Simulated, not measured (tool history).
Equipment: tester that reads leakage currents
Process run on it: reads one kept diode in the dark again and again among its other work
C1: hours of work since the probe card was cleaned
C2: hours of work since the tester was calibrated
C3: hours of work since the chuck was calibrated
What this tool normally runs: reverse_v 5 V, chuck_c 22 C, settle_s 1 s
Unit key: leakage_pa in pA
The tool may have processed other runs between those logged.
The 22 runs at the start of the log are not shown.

run 23 hour=1893 | reverse_v=6.26 chuck_c=22 settle_s=0.31 | C1=562 C2=213 C3=542 | leakage_pa=159.97
run 24 hour=2006.5 | reverse_v=1.25 chuck_c=27 settle_s=1 | C1=632 C2=283 C3=612 | leakage_pa=108.71
-- hour=2016.5 chuck's temperature calibrated
run 25 hour=2110.2 | reverse_v=3.02 chuck_c=52 settle_s=1 | C1=694 C2=345 C3=58 | leakage_pa=1203.34
-- hour=2148.8 tester calibrated, once more
run 26 hour=2218.8 | reverse_v=5.34 chuck_c=36 settle_s=3.76 | C1=759 C2=43 C3=123 | leakage_pa=431.4
run 27 hour=2311.5 | reverse_v=5.34 chuck_c=36 settle_s=3.76 | C1=816 C2=100 C3=180 | leakage_pa=433.7
run 28 hour=2378.8 | reverse_v=2.65 chuck_c=45 settle_s=0.71 | C1=858 C2=141 C3=221 | leakage_pa=649.21
run 29 hour=2482.3 | reverse_v=6.35 chuck_c=45 settle_s=8.56 | C1=921 C2=205 C3=285 | leakage_pa=1023.06
run 30 hour=2577 | reverse_v=1.68 chuck_c=32 settle_s=3.98 | C1=979 C2=263 C3=343 | leakage_pa=176.87
run 31 hour=2649.5 | reverse_v=12.29 chuck_c=31 settle_s=2.67 | C1=1024 C2=307 C3=387 | leakage_pa=453
run 32 hour=2737.5 | reverse_v=5 chuck_c=58 settle_s=0.43 | C1=1078 C2=361 C3=441 | leakage_pa=2572.12
run 33 hour=2797.6 | reverse_v=5 chuck_c=21 settle_s=3.56 | C1=1115 C2=398 C3=478 | leakage_pa=119.24
run 34 hour=2904.5 | reverse_v=2.2 chuck_c=21 settle_s=3.56 | C1=1180 C2=464 C3=544 | leakage_pa=79.17
run 35 hour=3012.4 | reverse_v=5 chuck_c=55 settle_s=1.21 | C1=1246 C2=530 C3=610 | leakage_pa=2126.71
-- hour=3024.6 chuck's temperature calibrated
run 36 hour=3122.2 | reverse_v=2.58 chuck_c=36 settle_s=1.65 | C1=1313 C2=596 C3=60 | leakage_pa=301.27
run 37 hour=3173.9 | reverse_v=2.58 chuck_c=36 settle_s=1.65 | C1=1344 C2=628 C3=92 | leakage_pa=303.25
run 38 hour=3251.3 | reverse_v=12.2 chuck_c=29 settle_s=1 | C1=1392 C2=675 C3=139 | leakage_pa=376.36
run 39 hour=3307.2 | reverse_v=12.2 chuck_c=29 settle_s=1 | C1=1426 C2=710 C3=173 | leakage_pa=378.38

Branching from run 39: 4 alternative next runs. What would each branch give?
run A hour=3392.8 | reverse_v=17.37 chuck_c=35 settle_s=1 | C1=1479 C2=762 C3=226 | leakage_pa=?
run B hour=3392.8 | reverse_v=12.2 chuck_c=29 settle_s=0.51 | C1=1479 C2=762 C3=226 | leakage_pa=?
run C hour=3392.8 | reverse_v=12.2 chuck_c=30 settle_s=1 | C1=1479 C2=762 C3=226 | leakage_pa=?
run D hour=3392.8 | reverse_v=3.88 chuck_c=20 settle_s=1.18 | C1=1479 C2=762 C3=226 | leakage_pa=?

run=A leakage_pa=769.81
run=B leakage_pa=386.66
run=C leakage_pa=415.17
run=D leakage_pa=94.54
Had the tool no hidden state, the same runs would have come out as:
run=A leakage_pa=712.17
run=B leakage_pa=353.4
run=C leakage_pa=380.45
run=D leakage_pa=85.09

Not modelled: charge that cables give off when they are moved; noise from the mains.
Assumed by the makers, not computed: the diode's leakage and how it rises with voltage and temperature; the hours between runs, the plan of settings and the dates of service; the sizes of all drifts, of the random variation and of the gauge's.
